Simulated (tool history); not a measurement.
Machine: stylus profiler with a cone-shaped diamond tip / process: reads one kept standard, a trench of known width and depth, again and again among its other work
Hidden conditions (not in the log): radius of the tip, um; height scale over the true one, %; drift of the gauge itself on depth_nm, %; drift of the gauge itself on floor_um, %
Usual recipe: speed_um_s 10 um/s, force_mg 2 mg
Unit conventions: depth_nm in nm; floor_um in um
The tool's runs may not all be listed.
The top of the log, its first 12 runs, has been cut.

run	hour	speed_um_s	force_mg	scans with this tip	hours of work since the height scale was calibrated	depth_nm	floor_um
13	776.7	10	0.84	2676	581	201.56	27.92
14	853.6	10	3.02	2892	628	202.97	27.96
15	927.6	10	3.02	3099	673	203.08	27.9
16	979.3	2	2	3244	704	202.48	27.85
17	1040.1	2	2	3415	741	202.53	27.81
18	1105.8	2	2	3600	781	202.48	27.89
19	1181.9	2	2	3813	828	202.87	27.82
20	1259	2	2	4030	875	202.63	27.83
21	1326.3	7	0.82	4219	916	201.79	27.83
22	1361.5	7	0.82	4318	937	201.73	27.83
23	1419	7	0.82	4479	972	201.85	27.74
24	1478.2	31	4.86	4645	1008	204.28	27.76
25	1516.6	4	2	4753	1032	202.75	27.8
26	1578.8	2	0.73	4928	1070	201.92	27.79
27	1638.1	8	0.79	5094	1106	201.93	27.77
28	1675.1	31	1.05	5198	1128	202.17	27.72
29	1712.9	31	1.05	5304	1151	202.23	27.66
30	1779.5	2	0.86	5492	1192	201.97	27.74
31	1820.8	2	0.86	5608	1217	202.19	27.73
32	1864.6	18	1.12	5730	1244	202.24	27.75
33	1929.3	36	2.02	5912	1283	202.74	27.63
# hour 1937.3: height scale calibrated on a step standard
34	1991.2	32	3.45	6085	33	202.75	27.66

What will run 35 give?
35	2069.5	2	1.1	6304	81	?	?

depth_nm: 201.25 nm
floor_um: 27.72 um
Had the tool carried no hidden state, the very same run would have given depth_nm 201.23 nm, floor_um 28.04 um.
